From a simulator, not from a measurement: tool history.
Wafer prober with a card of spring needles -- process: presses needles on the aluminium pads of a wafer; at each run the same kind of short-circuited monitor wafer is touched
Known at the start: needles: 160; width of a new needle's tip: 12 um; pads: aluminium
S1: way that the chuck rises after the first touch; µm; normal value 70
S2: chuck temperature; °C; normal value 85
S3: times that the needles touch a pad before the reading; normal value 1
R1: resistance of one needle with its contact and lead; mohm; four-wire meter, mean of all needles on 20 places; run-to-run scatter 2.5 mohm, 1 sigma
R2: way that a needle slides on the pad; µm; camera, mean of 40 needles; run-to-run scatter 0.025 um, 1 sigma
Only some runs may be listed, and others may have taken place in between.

| run | day | S1 | S2 | S3 | R1 | R2 |
|---|---|---|---|---|---|---|
| 1 | 0.000 | 70 | 85 | 1 | 337 | 15.71 |
| 2 | 0.229 | 70 | 85 | 1 | 357 | 15.72 |
| 3 | 0.454 | 70 | 85 | 2 | 337 | 15.71 |
| 4 | 0.854 | 70 | 85 | 2 | 348 | 15.69 |
| 5 | 1.346 | 70 | 40 | 1 | 365 | 15.69 |
|  | 1.488 | tips cleaned on abrasive film |
| 6 | 1.762 | 70 | 40 | 1 | 381 | 15.70 |
| 7 | 2.050 | 70 | 40 | 1 | 373 | 15.73 |
| 8 | 2.454 | 61 | 85 | 1 | 387 | 13.70 |
| 9 | 2.683 | 70 | 85 | 2 | 349 | 15.73 |
| 10 | 3.062 | 70 | 85 | 2 | 344 | 15.74 |
|  | 3.275 | tips cleaned on abrasive film |
|  | 3.350 | tips cleaned on abrasive film, once more |
| 11 | 3.367 | 70 | 85 | 2 | 290 | 15.65 |
| 12 | 3.779 | 70 | 85 | 2 | 326 | 15.67 |
| 13 | 4.262 | 83 | 64 | 2 | 329 | 18.56 |
| 14 | 4.517 | 53 | 47 | 1 | 376 | 11.83 |
| 15 | 4.975 | 70 | 85 | 1 | 384 | 15.64 |
|  | 5.117 | tips cleaned on abrasive film |
| 16 | 5.304 | 70 | 85 | 1 | 325 | 15.59 |
| 17 | 5.579 | 62 | 41 | 1 | 349 | 13.84 |
| 18 | 5.988 | 61 | 85 | 1 | 385 | 13.62 |
| 19 | 6.250 | 61 | 85 | 1 | 384 | 13.63 |
| 20 | 6.621 | 61 | 85 | 1 | 390 | 13.61 |
|  | 6.912 | tips cleaned on abrasive film |
| 21 | 6.988 | 70 | 67 | 1 | 300 | 15.62 |
| 22 | 7.246 | 70 | 67 | 1 | 338 | 15.63 |
| 23 | 7.683 | 70 | 99 | 1 | 375 | 15.66 |

Consider 4 possible next runs. They are alternatives, not a sequence: every one starts from the tool as it was left by run 23. What does each give?
| A | 8.117 | 70 | 101 | 2 | ? | ? |
| B | 8.117 | 70 | 33 | 3 | ? | ? |
| C | 8.117 | 84 | 85 | 1 | ? | ? |
| D | 8.117 | 73 | 62 | 1 | ? | ? |

| run | R1 | R2 |
|---|---|---|
| A | 354 | 15.63 |
| B | 306 | 15.63 |
| C | 371 | 18.75 |
| D | 371 | 16.31 |
Without the tool's hidden state the same runs would have given:
| run | R1 | R2 |
|---|---|---|
| A | 299 | 15.72 |
| B | 274 | 15.72 |
| C | 288 | 18.84 |
| D | 283 | 16.40 |
